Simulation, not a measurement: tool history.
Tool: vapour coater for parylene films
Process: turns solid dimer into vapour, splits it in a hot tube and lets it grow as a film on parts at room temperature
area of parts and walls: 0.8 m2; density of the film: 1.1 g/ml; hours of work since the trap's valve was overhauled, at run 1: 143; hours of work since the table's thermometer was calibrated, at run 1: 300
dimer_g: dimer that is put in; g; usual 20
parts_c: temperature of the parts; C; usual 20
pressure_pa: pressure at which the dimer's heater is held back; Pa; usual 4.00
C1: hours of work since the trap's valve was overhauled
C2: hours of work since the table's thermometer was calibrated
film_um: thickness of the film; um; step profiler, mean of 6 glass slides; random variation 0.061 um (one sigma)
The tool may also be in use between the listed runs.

run 1 day=0.000 | dimer_g=20 parts_c=20 pressure_pa=4.00 | C1=143 C2=300 | film_um=14.07
run 2 day=0.679 | dimer_g=20 parts_c=20 pressure_pa=5.51 | C1=154 C2=311 | film_um=12.90
run 3 day=1.300 | dimer_g=20 parts_c=17 pressure_pa=5.51 | C1=164 C2=321 | film_um=13.91
run 4 day=1.800 | dimer_g=26 parts_c=20 pressure_pa=4.00 | C1=172 C2=329 | film_um=18.25
run 5 day=2.438 | dimer_g=26 parts_c=20 pressure_pa=4.00 | C1=183 C2=340 | film_um=18.29
run 6 day=2.983 | dimer_g=26 parts_c=20 pressure_pa=4.00 | C1=192 C2=349 | film_um=18.13
-- day=3.071 table's thermometer calibrated
run 7 day=3.496 | dimer_g=26 parts_c=20 pressure_pa=4.00 | C1=199 C2=7 | film_um=18.08
run 8 day=4.362 | dimer_g=26 parts_c=20 pressure_pa=4.00 | C1=214 C2=21 | film_um=18.11
run 9 day=5.188 | dimer_g=26 parts_c=20 pressure_pa=4.00 | C1=227 C2=35 | film_um=18.19
run 10 day=6.088 | dimer_g=20 parts_c=20 pressure_pa=4.00 | C1=242 C2=50 | film_um=13.98
run 11 day=6.800 | dimer_g=20 parts_c=20 pressure_pa=4.00 | C1=254 C2=61 | film_um=14.00
run 12 day=7.162 | dimer_g=18 parts_c=16 pressure_pa=9.36 | C1=260 C2=67 | film_um=11.09
-- day=7.708 table's thermometer calibrated, once more
run 13 day=7.967 | dimer_g=22 parts_c=12 pressure_pa=4.00 | C1=272 C2=4 | film_um=18.04
run 14 day=8.583 | dimer_g=20 parts_c=20 pressure_pa=6.05 | C1=282 C2=14 | film_um=12.38
run 15 day=9.333 | dimer_g=35 parts_c=20 pressure_pa=6.05 | C1=295 C2=27 | film_um=21.68
run 16 day=10.129 | dimer_g=23 parts_c=18 pressure_pa=9.39 | C1=308 C2=40 | film_um=13.32
run 17 day=10.758 | dimer_g=34 parts_c=27 pressure_pa=3.02 | C1=318 C2=50 | film_um=21.08
run 18 day=11.438 | dimer_g=34 parts_c=27 pressure_pa=3.02 | C1=329 C2=61 | film_um=21.18
-- day=11.829 trap's valve overhauled
run 19 day=12.438 | dimer_g=18 parts_c=27 pressure_pa=4.00 | C1=10 C2=75 | film_um=10.96

The next listed run, before its measurement:
run 20 day=12.900 | dimer_g=18 parts_c=27 pressure_pa=4.00 | C1=18 C2=83 | film_um=?

{"run 20": {"film_um": 11.07}}
Without the tool's hidden state the same run would have given film_um 11.05 um.

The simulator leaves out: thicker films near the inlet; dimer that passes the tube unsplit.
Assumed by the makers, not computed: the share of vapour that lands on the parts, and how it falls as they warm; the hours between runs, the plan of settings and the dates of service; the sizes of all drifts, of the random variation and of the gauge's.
